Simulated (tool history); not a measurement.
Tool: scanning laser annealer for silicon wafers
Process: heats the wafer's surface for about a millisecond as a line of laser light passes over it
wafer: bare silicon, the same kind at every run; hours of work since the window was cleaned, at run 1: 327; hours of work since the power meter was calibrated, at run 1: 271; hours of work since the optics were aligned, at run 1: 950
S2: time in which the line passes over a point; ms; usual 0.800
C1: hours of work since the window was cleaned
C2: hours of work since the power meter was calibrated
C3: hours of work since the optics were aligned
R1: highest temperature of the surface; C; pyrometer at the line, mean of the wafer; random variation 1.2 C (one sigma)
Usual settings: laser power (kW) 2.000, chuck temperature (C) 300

run 1 hour=0.0 | laser_power_(kW)=2.000 S2=0.800 chuck_temperature_(C)=300 | C1=327 C2=271 C3=950 | R1=1017
run 2 hour=33.6 | laser_power_(kW)=2.000 S2=0.787 chuck_temperature_(C)=300 | C1=343 C2=286 C3=966 | R1=1014
run 3 hour=71.5 | laser_power_(kW)=2.145 S2=0.787 chuck_temperature_(C)=300 | C1=360 C2=303 C3=983 | R1=1062
run 4 hour=102.1 | laser_power_(kW)=2.145 S2=0.787 chuck_temperature_(C)=300 | C1=374 C2=317 C3=997 | R1=1060
run 5 hour=137.2 | laser_power_(kW)=2.145 S2=0.787 chuck_temperature_(C)=300 | C1=390 C2=333 C3=1013 | R1=1059
run 6 hour=181.3 | laser_power_(kW)=2.145 S2=0.787 chuck_temperature_(C)=300 | C1=410 C2=353 C3=1033 | R1=1058
run 7 hour=200.2 | laser_power_(kW)=2.145 S2=0.787 chuck_temperature_(C)=300 | C1=419 C2=362 C3=1042 | R1=1060
run 8 hour=246.6 | laser_power_(kW)=2.145 S2=0.787 chuck_temperature_(C)=300 | C1=440 C2=383 C3=1063 | R1=1058
-- hour=273.9 window over the wafer cleaned
run 9 hour=295.5 | laser_power_(kW)=2.145 S2=0.787 chuck_temperature_(C)=300 | C1=10 C2=405 C3=1085 | R1=1071
run 10 hour=319.9 | laser_power_(kW)=1.897 S2=0.800 chuck_temperature_(C)=300 | C1=21 C2=416 C3=1096 | R1=991
run 11 hour=363.9 | laser_power_(kW)=1.897 S2=0.800 chuck_temperature_(C)=300 | C1=41 C2=436 C3=1116 | R1=993
run 12 hour=403.9 | laser_power_(kW)=1.897 S2=0.800 chuck_temperature_(C)=300 | C1=59 C2=454 C3=1134 | R1=992
run 13 hour=444.4 | laser_power_(kW)=2.198 S2=0.755 chuck_temperature_(C)=278 | C1=78 C2=473 C3=1153 | R1=1049

The next listed run, before its measurement:
run 14 hour=482.2 | laser_power_(kW)=2.148 S2=0.881 chuck_temperature_(C)=285 | C1=95 C2=490 C3=1170 | R1=?

Run 14 gave R1 1094 C.
Without the tool's hidden state the same run would have given R1 1102 C.

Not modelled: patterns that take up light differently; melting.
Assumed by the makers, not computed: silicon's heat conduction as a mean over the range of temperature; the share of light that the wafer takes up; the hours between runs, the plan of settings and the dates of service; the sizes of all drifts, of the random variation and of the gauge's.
